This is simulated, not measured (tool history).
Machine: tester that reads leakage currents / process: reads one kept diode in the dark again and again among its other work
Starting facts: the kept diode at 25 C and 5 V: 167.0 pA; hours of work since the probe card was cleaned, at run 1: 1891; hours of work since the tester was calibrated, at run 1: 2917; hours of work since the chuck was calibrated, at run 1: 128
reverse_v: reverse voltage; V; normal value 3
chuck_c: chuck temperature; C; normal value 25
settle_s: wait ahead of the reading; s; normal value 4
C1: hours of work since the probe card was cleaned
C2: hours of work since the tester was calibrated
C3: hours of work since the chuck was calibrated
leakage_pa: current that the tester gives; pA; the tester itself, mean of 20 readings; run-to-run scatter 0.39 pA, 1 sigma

{"run": 1, "hour": 0.0, "reverse_v": 3, "chuck_c": 25, "settle_s": 4, "C1": 1891, "C2": 2917, "C3": 128, "leakage_pa": 124.18}
{"run": 2, "hour": 141.0, "reverse_v": 3, "chuck_c": 25, "settle_s": 4, "C1": 1970, "C2": 2996, "C3": 207, "leakage_pa": 121.45}
{"run": 3, "hour": 286.7, "reverse_v": 3, "chuck_c": 25, "settle_s": 4, "C1": 2051, "C2": 3077, "C3": 289, "leakage_pa": 119.13}
{"run": 4, "hour": 421.1, "reverse_v": 3, "chuck_c": 25, "settle_s": 4, "C1": 2127, "C2": 3153, "C3": 364, "leakage_pa": 117.59}
{"run": 5, "hour": 519.8, "reverse_v": 3, "chuck_c": 25, "settle_s": 4, "C1": 2182, "C2": 3208, "C3": 419, "leakage_pa": 116.14}
{"run": 6, "hour": 613.4, "reverse_v": 3, "chuck_c": 25, "settle_s": 4, "C1": 2234, "C2": 3260, "C3": 472, "leakage_pa": 115.21}
{"run": 7, "hour": 708.3, "reverse_v": 3, "chuck_c": 25, "settle_s": 4, "C1": 2287, "C2": 3313, "C3": 525, "leakage_pa": 113.49}
{"run": 8, "hour": 880.0, "reverse_v": 3, "chuck_c": 25, "settle_s": 4, "C1": 2383, "C2": 3409, "C3": 621, "leakage_pa": 110.86}
{"run": 9, "hour": 983.7, "reverse_v": 9.17, "chuck_c": 25, "settle_s": 4, "C1": 2442, "C2": 3468, "C3": 679, "leakage_pa": 200.99}
{"hour": 1008.7, "done": "chuck's temperature calibrated"}
{"run": 10, "hour": 1117.6, "reverse_v": 9.17, "chuck_c": 25, "settle_s": 4, "C1": 2515, "C2": 3541, "C3": 61, "leakage_pa": 233.6}
{"run": 11, "hour": 1228.9, "reverse_v": 9.17, "chuck_c": 55, "settle_s": 4, "C1": 2578, "C2": 3604, "C3": 123, "leakage_pa": 3115.56}
{"run": 12, "hour": 1378.3, "reverse_v": 9.17, "chuck_c": 55, "settle_s": 4, "C1": 2661, "C2": 3687, "C3": 207, "leakage_pa": 3078.2}
{"run": 13, "hour": 1534.8, "reverse_v": 3, "chuck_c": 25, "settle_s": 4, "C1": 2749, "C2": 3775, "C3": 295, "leakage_pa": 120.51}
{"run": 14, "hour": 1667.1, "reverse_v": 3, "chuck_c": 25, "settle_s": 4, "C1": 2823, "C2": 3849, "C3": 369, "leakage_pa": 119.18}
{"run": 15, "hour": 1785.8, "reverse_v": 3, "chuck_c": 25, "settle_s": 4, "C1": 2890, "C2": 3916, "C3": 435, "leakage_pa": 118.1}
{"run": 16, "hour": 1933.5, "reverse_v": 3, "chuck_c": 25, "settle_s": 4, "C1": 2972, "C2": 3998, "C3": 518, "leakage_pa": 115.34}
{"run": 17, "hour": 2071.5, "reverse_v": 3, "chuck_c": 25, "settle_s": 4, "C1": 3050, "C2": 4076, "C3": 595, "leakage_pa": 113.96}
{"run": 18, "hour": 2154.4, "reverse_v": 3, "chuck_c": 31, "settle_s": 4, "C1": 3096, "C2": 4122, "C3": 642, "leakage_pa": 197.71}
{"hour": 2246.8, "done": "chuck's temperature calibrated"}
{"run": 19, "hour": 2277.9, "reverse_v": 3, "chuck_c": 31, "settle_s": 4, "C1": 3164, "C2": 4190, "C3": 17, "leakage_pa": 229.52}
{"run": 20, "hour": 2364.9, "reverse_v": 3, "chuck_c": 21, "settle_s": 4, "C1": 3213, "C2": 4239, "C3": 66, "leakage_pa": 88.77}
{"hour": 2503.4, "done": "probe card cleaned and baked"}
{"run": 21, "hour": 2539.0, "reverse_v": 6.62, "chuck_c": 25, "settle_s": 0.51, "C1": 20, "C2": 4335, "C3": 162, "leakage_pa": 195.41}
{"run": 22, "hour": 2686.1, "reverse_v": 6.62, "chuck_c": 25, "settle_s": 0.51, "C1": 102, "C2": 4417, "C3": 244, "leakage_pa": 193.18}
{"run": 23, "hour": 2859.0, "reverse_v": 6.62, "chuck_c": 25, "settle_s": 0.51, "C1": 199, "C2": 4514, "C3": 341, "leakage_pa": 188.78}
{"run": 24, "hour": 3004.1, "reverse_v": 9.09, "chuck_c": 36, "settle_s": 9.87, "C1": 280, "C2": 4595, "C3": 422, "leakage_pa": 598.61}
{"run": 25, "hour": 3087.2, "reverse_v": 12.26, "chuck_c": 36, "settle_s": 1.85, "C1": 327, "C2": 4641, "C3": 469, "leakage_pa": 695.97}
{"run": 26, "hour": 3251.2, "reverse_v": 12.26, "chuck_c": 36, "settle_s": 1.85, "C1": 419, "C2": 4733, "C3": 561, "leakage_pa": 684.02}
{"run": 27, "hour": 3356.0, "reverse_v": 3.3, "chuck_c": 35, "settle_s": 0.3, "C1": 477, "C2": 4792, "C3": 619, "leakage_pa": 310.3}
{"run": 28, "hour": 3446.7, "reverse_v": 1.24, "chuck_c": 51, "settle_s": 1, "C1": 528, "C2": 4843, "C3": 670, "leakage_pa": 719.77}
{"hour": 3490.7, "done": "chuck's temperature calibrated"}
{"run": 29, "hour": 3571.8, "reverse_v": 2.17, "chuck_c": 36, "settle_s": 1.89, "C1": 597, "C2": 4912, "C3": 45, "leakage_pa": 302.09}
{"run": 30, "hour": 3705.6, "reverse_v": 3, "chuck_c": 28, "settle_s": 4, "C1": 672, "C2": 4987, "C3": 120, "leakage_pa": 170.36}
{"run": 31, "hour": 3809.4, "reverse_v": 3, "chuck_c": 28, "settle_s": 4, "C1": 730, "C2": 5045, "C3": 178, "leakage_pa": 167.17}
{"run": 32, "hour": 3932.1, "reverse_v": 1.55, "chuck_c": 33, "settle_s": 6.93, "C1": 799, "C2": 5113, "C3": 247, "leakage_pa": 184.39}
{"run": 33, "hour": 4041.3, "reverse_v": 1.55, "chuck_c": 33, "settle_s": 6.93, "C1": 860, "C2": 5175, "C3": 308, "leakage_pa": 184.15}
{"run": 34, "hour": 4148.0, "reverse_v": 1.55, "chuck_c": 33, "settle_s": 6.93, "C1": 920, "C2": 5234, "C3": 368, "leakage_pa": 181.15}
{"run": 35, "hour": 4318.2, "reverse_v": 1.55, "chuck_c": 33, "settle_s": 6.93, "C1": 1015, "C2": 5330, "C3": 463, "leakage_pa": 177.59}
{"run": 36, "hour": 4425.6, "reverse_v": 4.78, "chuck_c": 37, "settle_s": 4, "C1": 1075, "C2": 5390, "C3": 523, "leakage_pa": 458.68}
{"run": 37, "hour": 4577.7, "reverse_v": 3, "chuck_c": 28, "settle_s": 4.59, "C1": 1160, "C2": 5475, "C3": 609, "leakage_pa": 153.88}
{"run": 38, "hour": 4716.5, "reverse_v": 3, "chuck_c": 28, "settle_s": 4.59, "C1": 1238, "C2": 5553, "C3": 686, "leakage_pa": 151.62}

Below are 5 alternative next runs, each starting from the tool's condition after run 38. Predict each:
{"hour": 4731.5, "done": "chuck's temperature calibrated"}
{"run": "A", "hour": 4850.3, "reverse_v": 1.44, "chuck_c": 25, "settle_s": 1.96, "C1": 1312, "C2": 5626, "C3": 67, "leakage_pa": "?"}
{"hour": 4731.5, "done": "chuck's temperature calibrated"}
{"run": "B", "hour": 4850.3, "reverse_v": 7.46, "chuck_c": 24, "settle_s": 4.59, "C1": 1312, "C2": 5626, "C3": 67, "leakage_pa": "?"}
{"hour": 4731.5, "done": "chuck's temperature calibrated"}
{"run": "C", "hour": 4850.3, "reverse_v": 7.81, "chuck_c": 51, "settle_s": 8.67, "C1": 1312, "C2": 5626, "C3": 67, "leakage_pa": "?"}
{"hour": 4731.5, "done": "chuck's temperature calibrated"}
{"run": "D", "hour": 4850.3, "reverse_v": 3, "chuck_c": 34, "settle_s": 1.91, "C1": 1312, "C2": 5626, "C3": 67, "leakage_pa": "?"}
{"hour": 4731.5, "done": "chuck's temperature calibrated"}
{"run": "E", "hour": 4850.3, "reverse_v": 5.34, "chuck_c": 25, "settle_s": 5.09, "C1": 1312, "C2": 5626, "C3": 67, "leakage_pa": "?"}

run=A leakage_pa=86.89
run=B leakage_pa=190.49
run=C leakage_pa=2136.22
run=D leakage_pa=297.38
run=E leakage_pa=175.17
Take away the tool's hidden state, keep each run's random variation, and the runs would have read:
run=A leakage_pa=86.43
run=B leakage_pa=188.42
run=C leakage_pa=2127.34
run=D leakage_pa=296.07
run=E leakage_pa=173.63

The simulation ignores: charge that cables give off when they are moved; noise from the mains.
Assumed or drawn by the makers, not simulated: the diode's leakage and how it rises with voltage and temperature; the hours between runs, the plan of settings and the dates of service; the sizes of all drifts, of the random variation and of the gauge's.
